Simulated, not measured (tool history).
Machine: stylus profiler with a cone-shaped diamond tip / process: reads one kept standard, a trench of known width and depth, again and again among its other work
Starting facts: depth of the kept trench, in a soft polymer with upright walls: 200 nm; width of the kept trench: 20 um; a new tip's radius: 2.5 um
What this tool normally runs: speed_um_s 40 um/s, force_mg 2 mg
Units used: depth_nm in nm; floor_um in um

run	hour	speed_um_s	force_mg	depth_nm	floor_um
1	0	40	2	202.85	17.22
2	117	40	2	202.84	17.21
3	221.1	40	2	203.03	17.12
# hour 318.1: new tip fitted, height scale calibrated
4	339.7	40	2.4	202.51	17.81
5	394.4	43	2	202.28	17.84
6	482.6	15	2	202.17	17.87
7	602.1	15	2	202.39	17.84
8	697.2	15	2	202.38	17.68
9	784.3	15	2	202.53	17.66
10	913.6	40	2	202.53	17.43
11	985.4	40	1.02	201.83	17.37
12	1110.9	40	1.02	201.87	17.31
13	1191.2	40	4.29	204.34	17.39
14	1275.6	40	2.11	202.88	17.22
15	1341.8	40	1.58	202.57	17.24
16	1424.3	40	1.58	202.66	17.18
# hour 1510.1: new tip fitted, height scale calibrated
17	1526.5	40	2	202.23	17.7
18	1648.8	40	2	202.35	17.73
19	1725.4	40	2	202.47	17.59
20	1815.2	40	2	202.5	17.58
21	1868.7	40	2	202.56	17.5
22	1986.2	11	2.92	203.22	17.65
23	2039.3	11	2.92	203.2	17.67
24	2097.7	127	2	202.73	16.95

Forecast run 25:
25	2187.7	127	2	?	?

depth_nm: 202.64 nm
floor_um: 16.84 um
If the tool had no hidden condition, the same run with the same run-to-run variation would have returned depth_nm 202.17 nm, floor_um 17.26 um.

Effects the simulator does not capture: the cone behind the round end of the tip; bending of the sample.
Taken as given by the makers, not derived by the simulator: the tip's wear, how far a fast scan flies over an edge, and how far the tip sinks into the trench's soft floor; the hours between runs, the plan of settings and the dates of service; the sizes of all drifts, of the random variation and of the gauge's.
